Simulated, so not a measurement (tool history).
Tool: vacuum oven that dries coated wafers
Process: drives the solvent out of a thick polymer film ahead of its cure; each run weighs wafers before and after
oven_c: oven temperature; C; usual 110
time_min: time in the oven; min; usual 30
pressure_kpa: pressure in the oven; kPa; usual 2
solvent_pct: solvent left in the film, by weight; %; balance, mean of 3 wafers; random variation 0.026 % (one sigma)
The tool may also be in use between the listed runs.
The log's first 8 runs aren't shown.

At hour 686.2: vacuum gauge cleaned of residue and calibrated.
Run 9, hour 711.9: usual settings. Result: solvent_pct 1.16 %.
Run 10, hour 810.9: usual settings. Result: solvent_pct 1.23 %.
Run 11, hour 910.5: usual settings but time_min 24 min. Result: solvent_pct 1.71 %.
At hour 918.6: oven's thermocouples calibrated.
Run 12, hour 962.6: usual settings but time_min 24 min. Result: solvent_pct 1.87 %.
Run 13, hour 1035: usual settings but oven_c 98 C. Result: solvent_pct 4.21 %.
Run 14, hour 1124.3: usual settings but pressure_kpa 1.68 kPa. Result: solvent_pct 1.27 %.
At hour 1180.3: oven's thermocouples calibrated, once more.
Run 15, hour 1241.2: usual settings but pressure_kpa 7.99 kPa. Result: solvent_pct 2.7 %.
Run 16, hour 1326.8: usual settings but pressure_kpa 7.99 kPa. Result: solvent_pct 2.77 %.
Run 17, hour 1413.2: usual settings but oven_c 96 C. Result: solvent_pct 4.37 %.
Run 18, hour 1470.4: usual settings but oven_c 123 C, time_min 17 min. Result: solvent_pct 0.56 %.
Run 19, hour 1523.2: usual settings but oven_c 125 C, time_min 33 min, pressure_kpa 3.5 kPa. Result: solvent_pct 0.67 %.
Run 20, hour 1622.6: usual settings but oven_c 125 C, time_min 33 min, pressure_kpa 3.5 kPa. Result: solvent_pct 0.62 %.
Run 21, hour 1689.6: usual settings but oven_c 97 C, time_min 22 min, pressure_kpa 1.74 kPa. Result: solvent_pct 5.28 %.
Run 22, hour 1744.8: usual settings but oven_c 112 C, time_min 22 min, pressure_kpa 4.46 kPa. Result: solvent_pct 2.07 %.
Run 23, hour 1822.1: usual settings but oven_c 107 C, time_min 43 min. Result: solvent_pct 1.04 %.
Run 24, hour 1924.6: usual settings but oven_c 112 C, time_min 22 min. Result: solvent_pct 1.54 %.

The next listed run, before its measurement:
Run 25, hour 2033.8: usual settings but oven_c 104 C, time_min 21 min. Result: solvent_pct ?.

Run 25 gave solvent_pct 3.61 %.
Without the tool's hidden state the same run would have given solvent_pct 3.23 %.
